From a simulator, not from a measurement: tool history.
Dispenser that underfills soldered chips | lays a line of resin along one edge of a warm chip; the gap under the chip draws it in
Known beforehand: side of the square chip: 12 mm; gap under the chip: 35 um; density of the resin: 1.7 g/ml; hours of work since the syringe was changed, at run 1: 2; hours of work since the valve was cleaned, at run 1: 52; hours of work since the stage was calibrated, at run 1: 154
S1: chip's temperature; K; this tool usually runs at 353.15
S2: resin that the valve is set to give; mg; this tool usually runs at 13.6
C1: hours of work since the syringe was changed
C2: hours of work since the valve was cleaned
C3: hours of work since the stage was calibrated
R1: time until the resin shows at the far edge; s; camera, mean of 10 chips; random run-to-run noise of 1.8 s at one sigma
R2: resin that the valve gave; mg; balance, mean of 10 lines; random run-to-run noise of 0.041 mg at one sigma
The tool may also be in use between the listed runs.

Run 1, day 0.000: usual settings; C1 2; C2 52; C3 154. Result: R1 196.0 s, R2 13.43 mg.
Run 2, day 0.142: usual settings; C1 4; C2 55; C3 156. Result: R1 220.7 s, R2 13.39 mg.
Run 3, day 0.275: usual settings; C1 6; C2 57; C3 159. Result: R1 246.5 s, R2 13.37 mg.
Run 4, day 0.379: usual settings; C1 8; C2 59; C3 161. Result: R1 273.9 s, R2 13.31 mg.
At day 0.479: new syringe of resin.
Run 5, day 0.600: usual settings but S1 347.15 K; C1 2; C2 63; C3 164. Result: R1 251.1 s, R2 13.39 mg.
Run 6, day 0.812: usual settings but S1 347.15 K; C1 6; C2 66; C3 168. Result: R1 295.6 s, R2 13.35 mg.
Run 7, day 0.962: usual settings but S1 347.15 K; C1 9; C2 69; C3 171. Result: R1 340.1 s, R2 13.31 mg.
At day 1.046: new syringe of resin.
Run 8, day 1.146: usual settings but S1 347.15 K; C1 2; C2 72; C3 174. Result: R1 242.3 s, R2 13.25 mg.
Run 9, day 1.288: usual settings but S1 345.15 K; C1 4; C2 75; C3 176. Result: R1 293.5 s, R2 13.28 mg.
Run 10, day 1.396: usual settings but S2 12.2 mg; C1 6; C2 77; C3 178. Result: R1 246.0 s, R2 11.98 mg.
Run 11, day 1.571: usual settings but S1 350.15 K, S2 14.2 mg; C1 9; C2 80; C3 181. Result: R1 308.8 s, R2 13.85 mg.
At day 1.612: new syringe of resin.
Run 12, day 1.733: usual settings but S1 360.15 K, S2 17.6 mg; C1 2; C2 82; C3 184. Result: R1 156.0 s, R2 17.18 mg.
Run 13, day 1.854: usual settings but S1 357.15 K, S2 14.5 mg; C1 4; C2 85; C3 186. Result: R1 194.9 s, R2 14.08 mg.
Run 14, day 2.079: usual settings but S1 354.15 K, S2 13.3 mg; C1 8; C2 88; C3 190. Result: R1 266.3 s, R2 13.00 mg.
At day 2.175: new syringe of resin.
Run 15, day 2.262: usual settings but S1 354.15 K, S2 13.3 mg; C1 2; C2 92; C3 193. Result: R1 188.2 s, R2 12.93 mg.
Run 16, day 2.471: usual settings but S1 342.15 K, S2 12.6 mg; C1 5; C2 95; C3 197. Result: R1 358.3 s, R2 12.25 mg.

Each run again, without the hidden state but with its own random variation kept:
Hidden state present: resin's viscosity, % of fresh resin's; dose that the valve gives, % of what is set; true chip temperature over the reading, C; drift of the gauge itself on fill_s, %; drift of the gauge itself on given_mg, %.
run     R1     R2
  1  175.6  13.62
  2  175.5  13.59
  3  175.7  13.58
  4  178.7  13.53
  5  217.8  13.62
  6  215.4  13.60
  7  218.5  13.57
  8  217.7  13.53
  9  233.9  13.57
 10  179.2  12.25
 11  195.1  14.17
 12  134.7  17.59
 13  151.8  14.43
 14  172.1  13.34
 15  170.3  13.28
 16  270.6  12.60
